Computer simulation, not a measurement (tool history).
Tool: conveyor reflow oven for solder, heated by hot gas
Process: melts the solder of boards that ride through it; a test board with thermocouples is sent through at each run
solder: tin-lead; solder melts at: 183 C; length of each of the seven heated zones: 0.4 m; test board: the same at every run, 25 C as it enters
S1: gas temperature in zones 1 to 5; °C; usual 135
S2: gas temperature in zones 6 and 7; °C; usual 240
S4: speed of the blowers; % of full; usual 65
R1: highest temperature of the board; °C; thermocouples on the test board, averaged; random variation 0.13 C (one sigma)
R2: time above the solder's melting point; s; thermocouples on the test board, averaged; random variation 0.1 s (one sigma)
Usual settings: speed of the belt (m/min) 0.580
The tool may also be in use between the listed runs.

Run 1, hour 0.0: usual settings. Result: R1 219.1 °C, R2 61.9 s.
At hour 25.7: flux residue cleaned out of gas plates and filters.
Run 2, hour 30.2: usual settings. Result: R1 220.6 °C, R2 63.5 s.
Run 3, hour 60.6: usual settings. Result: R1 220.6 °C, R2 63.5 s.
Run 4, hour 91.1: usual settings. Result: R1 220.3 °C, R2 63.1 s.
Run 5, hour 113.8: usual settings but S2 231 °C. Result: R1 212.3 °C, R2 56.0 s.
Run 6, hour 128.5: usual settings but S2 231 °C. Result: R1 212.3 °C, R2 56.2 s.
Run 7, hour 148.5: usual settings but S2 231 °C. Result: R1 212.2 °C, R2 56.1 s.
Run 8, hour 172.8: usual settings but speed of the belt (m/min) 0.514. Result: R1 223.8 °C, R2 75.2 s.
Run 9, hour 198.2: usual settings but speed of the belt (m/min) 0.514. Result: R1 223.8 °C, R2 75.0 s.
Run 10, hour 222.4: usual settings but speed of the belt (m/min) 0.486. Result: R1 225.3 °C, R2 81.0 s.
Run 11, hour 243.8: usual settings but S1 140 °C, S2 245 °C, speed of the belt (m/min) 0.486. Result: R1 230.8 °C, R2 86.8 s.
Run 12, hour 273.1: usual settings but S1 140 °C, S2 245 °C, speed of the belt (m/min) 0.486, S4 58 % of full. Result: R1 228.5 °C, R2 85.1 s.
Run 13, hour 291.3: usual settings but S1 140 °C, S2 244 °C, speed of the belt (m/min) 0.486, S4 82 % of full. Result: R1 232.9 °C, R2 88.6 s.
Run 14, hour 320.2: usual settings but S1 140 °C, S2 244 °C, speed of the belt (m/min) 0.486, S4 82 % of full. Result: R1 232.8 °C, R2 88.4 s.
Run 15, hour 351.1: usual settings but S1 138 °C, S2 244 °C, speed of the belt (m/min) 0.597, S4 87 % of full. Result: R1 226.9 °C, R2 67.6 s.
At hour 373.3: flux residue cleaned out of gas plates and filters.
Run 16, hour 388.6: usual settings but S1 138 °C, S2 244 °C, speed of the belt (m/min) 0.597, S4 87 % of full. Result: R1 229.3 °C, R2 69.0 s.
Run 17, hour 402.9: usual settings but S1 122 °C, S2 236 °C, speed of the belt (m/min) 0.597, S4 73 % of full. Result: R1 216.2 °C, R2 54.3 s.
Run 18, hour 430.4: usual settings but S1 122 °C, S2 236 °C, speed of the belt (m/min) 0.597, S4 73 % of full. Result: R1 215.6 °C, R2 54.1 s.
Run 19, hour 450.2: usual settings but S1 122 °C, S2 236 °C, speed of the belt (m/min) 0.597, S4 73 % of full. Result: R1 215.9 °C, R2 53.9 s.
Run 20, hour 472.6: usual settings but S1 136 °C, S2 245 °C, speed of the belt (m/min) 0.597, S4 73 % of full. Result: R1 225.8 °C, R2 66.2 s.

Forecast each of these 3 alternatives for the next run:
Run A, hour 501.5: usual settings but S1 137 °C, S2 245 °C, speed of the belt (m/min) 0.544, S4 73 % of full. Result: R1 ?, R2 ?.
Run B, hour 501.5: usual settings but S1 123 °C, S2 249 °C, speed of the belt (m/min) 0.597, S4 73 % of full. Result: R1 ?, R2 ?.
Run C, hour 501.5: usual settings but S1 131 °C, S4 61 % of full. Result: R1 ?, R2 ?.

run     R1    R2
  A  229.1  75.5
  B  227.1  62.7
  C  217.9  59.8
Without the tool's hidden state the same runs would have given:
run     R1    R2
  A  230.3  75.9
  B  228.5  63.3
  C  219.0  60.5
